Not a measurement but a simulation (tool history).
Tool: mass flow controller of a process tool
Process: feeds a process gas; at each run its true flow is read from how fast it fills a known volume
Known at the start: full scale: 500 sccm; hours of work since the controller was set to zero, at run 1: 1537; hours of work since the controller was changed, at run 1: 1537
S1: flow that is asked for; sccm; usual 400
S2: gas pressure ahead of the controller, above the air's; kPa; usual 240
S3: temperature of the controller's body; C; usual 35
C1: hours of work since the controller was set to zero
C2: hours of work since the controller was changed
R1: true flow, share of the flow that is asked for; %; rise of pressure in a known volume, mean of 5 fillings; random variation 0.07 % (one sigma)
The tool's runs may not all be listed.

run,hour,S1,S2,S3,C1,C2,R1
1,0,400,240,35,1537,1537,99.14
2,169.7,400,240,35,1664,1664,99.13
3,248.1,400,240,35,1722,1722,99.15
4,373.9,400,240,35,1816,1816,99.13
5,483.3,400,240,35,1898,1898,99.12
6,603.4,400,240,35,1988,1988,99.08
7,727.3,126,240,35,2080,2080,97.21
8,837.6,126,240,29,2163,2163,97.39
9,1003.4,400,241,35,2287,2287,99.18
# hour 1013.9: controller's zero set anew
10,1172.5,400,241,35,119,2413,99.06
11,1301,400,241,35,215,2509,99.01
12,1407.9,400,240,35,295,2589,98.91
13,1508.8,400,240,35,370,2664,98.91
# hour 1531.7: controller's zero set anew, once more
14,1673.2,472,198,35,106,2787,99.27
15,1845.2,92,198,35,234,2915,97.19
16,1979.1,92,198,35,334,3016,97.03
17,2124.5,368,183,35,443,3124,98.68
18,2278.8,358,173,33,559,3240,98.76
19,2410.2,202,208,23,657,3338,98.83
20,2585.6,290,208,26,788,3469,99.05
21,2660.9,80,247,22,844,3525,97.86
22,2765.6,452,228,36,923,3604,99.45
23,2909,159,210,29,1030,3711,98.03

3 ways to go on from here, each from the tool as it stands after run 23. What would each give?
A,3016.8,392,259,29,1110,3791,?
B,3016.8,159,153,29,1110,3791,?
C,3016.8,152,210,30,1110,3791,?

run,R1
A,99.79
B,97.44
C,97.87
Without the tool's hidden state the same runs would have given:
run,R1
A,99.53
B,97.47
C,97.92

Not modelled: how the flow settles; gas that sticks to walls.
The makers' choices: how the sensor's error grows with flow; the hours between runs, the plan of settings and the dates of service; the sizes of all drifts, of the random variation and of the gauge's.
